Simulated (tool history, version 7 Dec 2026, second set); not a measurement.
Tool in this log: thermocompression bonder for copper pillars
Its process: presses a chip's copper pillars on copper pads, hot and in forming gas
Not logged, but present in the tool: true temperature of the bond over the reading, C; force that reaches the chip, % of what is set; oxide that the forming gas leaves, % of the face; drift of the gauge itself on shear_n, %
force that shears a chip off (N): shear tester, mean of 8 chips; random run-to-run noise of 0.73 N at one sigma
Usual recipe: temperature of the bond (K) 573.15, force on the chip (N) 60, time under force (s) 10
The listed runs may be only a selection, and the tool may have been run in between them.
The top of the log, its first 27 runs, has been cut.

run	hour	temperature of the bond (K)	force on the chip (N)	time under force (s)	hours of work since the heater was calibrated	hours of work since the force cell was calibrated	hours of work since the gas filter was changed	force that shears a chip off (N)
28	545.3	573.15	69	9	366	318	143	50.1
29	557.9	594.15	60	10	373	325	151	54.1
# hour 570.3: forming gas filter changed
30	572.7	594.15	60	10	381	333	1	62.4
31	594.5	582.15	44	14	394	346	14	49.1
32	622.9	564.15	57	19	410	362	30	57.4
33	638.4	564.15	57	19	419	371	39	55.1
34	652.3	579.15	60	29	427	379	47	68.1
35	678.9	543.15	60	5	442	394	63	30
36	694.1	583.15	60	10	451	403	71	54.1
37	709.1	560.15	60	11	460	412	80	45.6
38	729.1	560.15	60	11	471	423	92	44.3
39	755.2	560.15	60	11	486	438	107	45.6
40	771	553.15	77	7	496	447	116	44.6
41	795.5	553.15	77	7	510	462	130	44.4

Consider 3 possible next runs. They are alternatives, not a sequence: every one starts from the tool as it was left by run 41. What does each give?
A	823.4	558.15	59	13	526	478	146	?
B	823.4	573.15	60	6	526	478	146	?
C	823.4	591.15	61	9	526	478	146	?

run	force that shears a chip off (N)
A	45.7
B	39.4
C	52.1
The same runs, with their run-to-run variation unchanged, on a tool lacking any hidden condition would have given:
run	force that shears a chip off (N)
A	50.7
B	43.7
C	57.8
